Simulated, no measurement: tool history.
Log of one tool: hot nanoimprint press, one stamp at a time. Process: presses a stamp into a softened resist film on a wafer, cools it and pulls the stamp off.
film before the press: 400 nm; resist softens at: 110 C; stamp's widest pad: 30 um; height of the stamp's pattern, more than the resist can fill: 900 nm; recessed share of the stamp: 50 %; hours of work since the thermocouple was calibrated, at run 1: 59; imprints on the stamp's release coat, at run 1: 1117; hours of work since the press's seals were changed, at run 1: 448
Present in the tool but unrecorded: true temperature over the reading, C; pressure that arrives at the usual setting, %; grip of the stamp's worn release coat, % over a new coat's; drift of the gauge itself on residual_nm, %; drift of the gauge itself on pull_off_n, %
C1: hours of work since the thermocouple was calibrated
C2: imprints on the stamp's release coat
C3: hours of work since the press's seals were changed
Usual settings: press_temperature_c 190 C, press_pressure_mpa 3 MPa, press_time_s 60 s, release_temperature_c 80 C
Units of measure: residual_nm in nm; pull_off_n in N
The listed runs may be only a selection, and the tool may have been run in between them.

Run 1, day 0: usual settings; C1 59; C2 1117; C3 448. Result: residual_nm 177.7 nm, pull_off_n 160 N.
Run 2, day 2.375: usual settings; C1 86; C2 1324; C3 475. Result: residual_nm 179.9 nm, pull_off_n 164 N.
Run 3, day 5.708: usual settings; C1 124; C2 1615; C3 513. Result: residual_nm 180.7 nm, pull_off_n 179 N.
Run 4, day 7.404: usual settings; C1 143; C2 1763; C3 532. Result: residual_nm 182 nm, pull_off_n 176 N.
At day 8.288: stamp cleaned and given a new release coat.
Run 5, day 10.562: usual settings; C1 176; C2 199; C3 565. Result: residual_nm 183.2 nm, pull_off_n 128 N.
Run 6, day 12.112: usual settings but release_temperature_c 74 C; C1 194; C2 334; C3 583. Result: residual_nm 182.7 nm, pull_off_n 147 N.
Run 7, day 13.967: usual settings but release_temperature_c 74 C; C1 215; C2 496; C3 604. Result: residual_nm 184.7 nm, pull_off_n 156 N.
Run 8, day 16.971: usual settings but release_temperature_c 74 C; C1 249; C2 758; C3 638. Result: residual_nm 183 nm, pull_off_n 158 N.
Run 9, day 19.025: usual settings but press_temperature_c 198 C, press_pressure_mpa 1.88 MPa, press_time_s 39 s, release_temperature_c 75 C; C1 272; C2 937; C3 662. Result: residual_nm 195.3 nm, pull_off_n 161 N.
Run 10, day 20.904: usual settings but press_temperature_c 181 C, press_pressure_mpa 3.19 MPa, press_time_s 99 s, release_temperature_c 73 C; C1 294; C2 1101; C3 683. Result: residual_nm 217.4 nm, pull_off_n 171 N.
Run 11, day 23.683: usual settings but press_temperature_c 183 C, press_pressure_mpa 3.52 MPa, press_time_s 37 s, release_temperature_c 75 C; C1 325; C2 1344; C3 714. Result: residual_nm 264.4 nm, pull_off_n 183 N.
At day 25.621: plate thermocouple calibrated.
At day 26.367: press's hydraulic seals changed and the load cell set to zero.
Run 12, day 27.142: usual settings but press_temperature_c 183 C, press_pressure_mpa 3.52 MPa, press_time_s 37 s, release_temperature_c 75 C; C1 14; C2 1606; C3 9. Result: residual_nm 251.8 nm, pull_off_n 191 N.

For each entry between runs, how does the tool's hidden state at the last listed run before it compare with that at the first listed run after it?
Logged between run 4 and run 5: stamp cleaned and given a new release coat (day 8.288)
  true temperature over the reading, C: -0.3 -> -0.36; pressure that arrives at the usual setting, %: 96.86 -> 96.69; grip of the stamp's worn release coat, % over a new coat's: 45.1 -> 4.7
  difference, measured minus the result without the unlogged condition, residual_nm: +5.1 -> +5.7 nm; pull_off_n: +55 -> +7 N
Logged between run 11 and run 12: plate thermocouple calibrated (day 25.621); press's hydraulic seals changed and the load cell set to zero (day 26.367)
  true temperature over the reading, C: -0.61 -> 0.24; pressure that arrives at the usual setting, %: 95.9 -> 100.32; grip of the stamp's worn release coat, % over a new coat's: 33.7 -> 40.8
  difference, measured minus the result without the unlogged condition, residual_nm: +10.2 -> -2.6 nm; pull_off_n: +48 -> +55 N
